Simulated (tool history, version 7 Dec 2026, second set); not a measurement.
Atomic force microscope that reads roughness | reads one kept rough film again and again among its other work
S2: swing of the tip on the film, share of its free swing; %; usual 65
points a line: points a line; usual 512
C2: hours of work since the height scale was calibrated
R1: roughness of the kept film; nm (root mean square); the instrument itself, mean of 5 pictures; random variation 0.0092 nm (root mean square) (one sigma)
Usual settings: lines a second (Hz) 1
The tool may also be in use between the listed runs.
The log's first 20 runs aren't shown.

Run 21, hour 617.8: usual settings; pictures with this tip 328; C2 108. Result: R1 1.831 nm (root mean square).
Run 22, hour 638.6: usual settings but lines a second (Hz) 2.01, S2 67 %, points a line 316; pictures with this tip 366; C2 120. Result: R1 1.7 nm (root mean square).
At hour 657.3: new tip fitted.
Run 23, hour 674.3: usual settings but lines a second (Hz) 0.78, S2 67 %, points a line 458; pictures with this tip 31; C2 140. Result: R1 2.024 nm (root mean square).
Run 24, hour 702.5: usual settings but lines a second (Hz) 0.89, S2 71 %; pictures with this tip 83; C2 156. Result: R1 1.967 nm (root mean square).
Run 25, hour 743.9: usual settings but S2 87 %, points a line 977; pictures with this tip 159; C2 180. Result: R1 1.774 nm (root mean square).
Run 26, hour 787: usual settings but lines a second (Hz) 2.31, points a line 361; pictures with this tip 239; C2 204. Result: R1 1.773 nm (root mean square).
Run 27, hour 818.4: usual settings but lines a second (Hz) 2.31, points a line 361; pictures with this tip 296; C2 222. Result: R1 1.739 nm (root mean square).
Run 28, hour 848.3: usual settings but lines a second (Hz) 2.31, points a line 361; pictures with this tip 351; C2 239. Result: R1 1.712 nm (root mean square).
At hour 876.1: new tip fitted.
Run 29, hour 887.1: usual settings; pictures with this tip 21; C2 261. Result: R1 2.051 nm (root mean square).
Run 30, hour 932: usual settings; pictures with this tip 103; C2 287. Result: R1 1.992 nm (root mean square).
Run 31, hour 959.9: usual settings but lines a second (Hz) 3.38, S2 58 %; pictures with this tip 155; C2 303. Result: R1 1.879 nm (root mean square).
Run 32, hour 994.7: usual settings but lines a second (Hz) 0.5, points a line 417; pictures with this tip 219; C2 323. Result: R1 1.961 nm (root mean square).
Run 33, hour 1016.2: usual settings but lines a second (Hz) 0.5, points a line 417; pictures with this tip 258; C2 335. Result: R1 1.933 nm (root mean square).
Run 34, hour 1054: usual settings but lines a second (Hz) 0.57, S2 70 %, points a line 551; pictures with this tip 328; C2 356. Result: R1 1.869 nm (root mean square).
At hour 1094.5: new tip fitted.
Run 35, hour 1099.5: usual settings but lines a second (Hz) 0.57, S2 64 %, points a line 551; pictures with this tip 10; C2 382. Result: R1 2.103 nm (root mean square).
Run 36, hour 1121.8: usual settings but lines a second (Hz) 0.78, S2 64 %, points a line 324; pictures with this tip 51; C2 395. Result: R1 2.015 nm (root mean square).
Run 37, hour 1165: usual settings but lines a second (Hz) 1.66, points a line 588; pictures with this tip 130; C2 420. Result: R1 1.934 nm (root mean square).
Run 38, hour 1205.8: usual settings but lines a second (Hz) 1.66, points a line 588; pictures with this tip 205; C2 443. Result: R1 1.892 nm (root mean square).
Run 39, hour 1246.8: usual settings but lines a second (Hz) 2.07, points a line 268; pictures with this tip 281; C2 466. Result: R1 1.761 nm (root mean square).
Run 40, hour 1290.7: usual settings but lines a second (Hz) 0.64, S2 75 %, points a line 937; pictures with this tip 361; C2 491. Result: R1 1.836 nm (root mean square).
At hour 1312.4: new tip fitted.
Run 41, hour 1328.1: usual settings but lines a second (Hz) 2.37, S2 63 %, points a line 473; pictures with this tip 29; C2 512. Result: R1 1.948 nm (root mean square).

Forecast each of these 4 alternatives for the next run:
Run A, hour 1355.9: usual settings but lines a second (Hz) 1.89, S2 69 %, points a line 926; pictures with this tip 81; C2 528. Result: R1 ?.
Run B, hour 1355.9: usual settings but lines a second (Hz) 2.37, S2 81 %, points a line 473; pictures with this tip 81; C2 528. Result: R1 ?.
Run C, hour 1355.9: usual settings but lines a second (Hz) 1.96, S2 83 %, points a line 404; pictures with this tip 81; C2 528. Result: R1 ?.
Run D, hour 1355.9: usual settings but lines a second (Hz) 1.47, S2 63 %, points a line 298; pictures with this tip 81; C2 528. Result: R1 ?.

run     R1
  A  1.909
  B  1.685
  C  1.699
  D   1.94
Without the tool's hidden state the same runs would have given:
run     R1
  A  1.965
  B  1.734
  C  1.749
  D  1.996

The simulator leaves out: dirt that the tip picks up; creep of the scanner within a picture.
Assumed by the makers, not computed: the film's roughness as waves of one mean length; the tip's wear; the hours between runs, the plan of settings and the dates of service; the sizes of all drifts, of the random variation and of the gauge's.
